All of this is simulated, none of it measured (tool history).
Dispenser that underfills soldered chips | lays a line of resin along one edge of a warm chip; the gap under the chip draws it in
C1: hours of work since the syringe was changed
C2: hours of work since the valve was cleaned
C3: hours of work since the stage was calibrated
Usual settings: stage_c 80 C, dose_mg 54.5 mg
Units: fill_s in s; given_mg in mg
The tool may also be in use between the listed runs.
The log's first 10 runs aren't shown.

{"hour": 77.3, "done": "new syringe of resin"}
{"run": 11, "hour": 82.8, "stage_c": 71, "dose_mg": 55.4, "C1": 4, "C2": 23, "C3": 139, "fill_s": 320.3, "given_mg": 54.69}
{"hour": 89.6, "done": "new syringe of resin"}
{"run": 12, "hour": 91.4, "stage_c": 80, "dose_mg": 70, "C1": 1, "C2": 29, "C3": 144, "fill_s": 181.3, "given_mg": 69}
{"hour": 102.2, "done": "new syringe of resin"}
{"run": 13, "hour": 102.2, "stage_c": 80, "dose_mg": 58.5, "C1": 0, "C2": 36, "C3": 152, "fill_s": 165.3, "given_mg": 57.52}
{"run": 14, "hour": 110.4, "stage_c": 90, "dose_mg": 54.5, "C1": 6, "C2": 42, "C3": 157, "fill_s": 188, "given_mg": 53.53}
{"hour": 113.9, "done": "new syringe of resin"}
{"run": 15, "hour": 122.2, "stage_c": 80, "dose_mg": 54.9, "C1": 6, "C2": 50, "C3": 165, "fill_s": 265.8, "given_mg": 53.85}
{"hour": 125.9, "done": "new syringe of resin"}
{"hour": 131.6, "done": "dispensing valve cleaned and set on the balance"}
{"run": 16, "hour": 132.2, "stage_c": 80, "dose_mg": 54.9, "C1": 4, "C2": 0, "C3": 171, "fill_s": 218.2, "given_mg": 54.96}
{"hour": 139.2, "done": "new syringe of resin"}
{"run": 17, "hour": 141.3, "stage_c": 80, "dose_mg": 54.9, "C1": 1, "C2": 6, "C3": 177, "fill_s": 181.7, "given_mg": 54.73}
{"run": 18, "hour": 148.6, "stage_c": 80, "dose_mg": 54.9, "C1": 6, "C2": 11, "C3": 182, "fill_s": 276.2, "given_mg": 54.61}
{"hour": 151.0, "done": "new syringe of resin"}
{"run": 19, "hour": 159.2, "stage_c": 80, "dose_mg": 54.9, "C1": 6, "C2": 19, "C3": 189, "fill_s": 268, "given_mg": 54.48}
{"hour": 163.2, "done": "new syringe of resin"}
{"run": 20, "hour": 164.4, "stage_c": 80, "dose_mg": 54.9, "C1": 1, "C2": 22, "C3": 193, "fill_s": 176.1, "given_mg": 54.31}
{"run": 21, "hour": 174.7, "stage_c": 79, "dose_mg": 47.4, "C1": 8, "C2": 29, "C3": 200, "fill_s": 353.2, "given_mg": 46.91}
{"hour": 175.7, "done": "new syringe of resin"}
{"run": 22, "hour": 183.6, "stage_c": 67, "dose_mg": 50.8, "C1": 5, "C2": 35, "C3": 206, "fill_s": 427.4, "given_mg": 49.9}
{"hour": 187.7, "done": "new syringe of resin"}
{"run": 23, "hour": 189.8, "stage_c": 69, "dose_mg": 54.2, "C1": 1, "C2": 39, "C3": 210, "fill_s": 289.4, "given_mg": 53.1}
{"hour": 199.6, "done": "new syringe of resin"}
{"run": 24, "hour": 199.6, "stage_c": 69, "dose_mg": 54.2, "C1": 0, "C2": 45, "C3": 216, "fill_s": 256.5, "given_mg": 53.06}
{"run": 25, "hour": 208.5, "stage_c": 82, "dose_mg": 55.3, "C1": 6, "C2": 52, "C3": 222, "fill_s": 262.2, "given_mg": 54.01}
{"hour": 211.7, "done": "new syringe of resin"}
{"hour": 215.5, "done": "dispensing valve cleaned and set on the balance"}
{"run": 26, "hour": 216.5, "stage_c": 78, "dose_mg": 52.9, "C1": 3, "C2": 1, "C3": 227, "fill_s": 226.6, "given_mg": 52.94}
{"hour": 225.3, "done": "new syringe of resin"}
{"run": 27, "hour": 226.3, "stage_c": 78, "dose_mg": 52.9, "C1": 1, "C2": 7, "C3": 233, "fill_s": 191.9, "given_mg": 52.65}
{"run": 28, "hour": 231.3, "stage_c": 78, "dose_mg": 55.1, "C1": 4, "C2": 11, "C3": 237, "fill_s": 260.4, "given_mg": 54.89}
{"hour": 237.5, "done": "new syringe of resin"}
{"run": 29, "hour": 241.5, "stage_c": 78, "dose_mg": 55.1, "C1": 3, "C2": 17, "C3": 244, "fill_s": 224.1, "given_mg": 54.65}
{"hour": 249.7, "done": "new syringe of resin"}
{"run": 30, "hour": 253.4, "stage_c": 78, "dose_mg": 55.1, "C1": 2, "C2": 25, "C3": 252, "fill_s": 227.1, "given_mg": 54.41}
{"hour": 261.9, "done": "new syringe of resin"}
{"run": 31, "hour": 261.9, "stage_c": 78, "dose_mg": 55.1, "C1": 0, "C2": 31, "C3": 257, "fill_s": 175.2, "given_mg": 54.45}
{"run": 32, "hour": 273.2, "stage_c": 75, "dose_mg": 59.5, "C1": 8, "C2": 39, "C3": 265, "fill_s": 374.9, "given_mg": 58.54}
{"hour": 274.1, "done": "new syringe of resin"}
{"run": 33, "hour": 282.6, "stage_c": 75, "dose_mg": 59.5, "C1": 6, "C2": 45, "C3": 271, "fill_s": 326.2, "given_mg": 58.35}
{"hour": 286.6, "done": "new syringe of resin"}
{"run": 34, "hour": 293.9, "stage_c": 84, "dose_mg": 61.5, "C1": 5, "C2": 53, "C3": 279, "fill_s": 221.9, "given_mg": 60.22}

3 ways to go on from here, each from the tool as it stands after run 34. What would each give?
{"hour": 298.5, "done": "new syringe of resin"}
{"hour": 299.5, "done": "dispensing valve cleaned and set on the balance"}
{"run": "A", "hour": 304.3, "stage_c": 74, "dose_mg": 54.3, "C1": 3, "C2": 3, "C3": 285, "fill_s": "?", "given_mg": "?"}
{"hour": 298.5, "done": "new syringe of resin"}
{"hour": 299.5, "done": "dispensing valve cleaned and set on the balance"}
{"run": "B", "hour": 304.3, "stage_c": 66, "dose_mg": 53.6, "C1": 3, "C2": 3, "C3": 285, "fill_s": "?", "given_mg": "?"}
{"hour": 298.5, "done": "new syringe of resin"}
{"hour": 299.5, "done": "dispensing valve cleaned and set on the balance"}
{"run": "C", "hour": 304.3, "stage_c": 70, "dose_mg": 63.7, "C1": 3, "C2": 3, "C3": 285, "fill_s": "?", "given_mg": "?"}

run=A fill_s=276.6 given_mg=54.49
run=B fill_s=383.2 given_mg=53.73
run=C fill_s=314.2 given_mg=63.88
Without the tool's hidden state the same runs would have given:
run=A fill_s=201.7 given_mg=54.34
run=B fill_s=278.8 given_mg=53.58
run=C fill_s=228.7 given_mg=63.7

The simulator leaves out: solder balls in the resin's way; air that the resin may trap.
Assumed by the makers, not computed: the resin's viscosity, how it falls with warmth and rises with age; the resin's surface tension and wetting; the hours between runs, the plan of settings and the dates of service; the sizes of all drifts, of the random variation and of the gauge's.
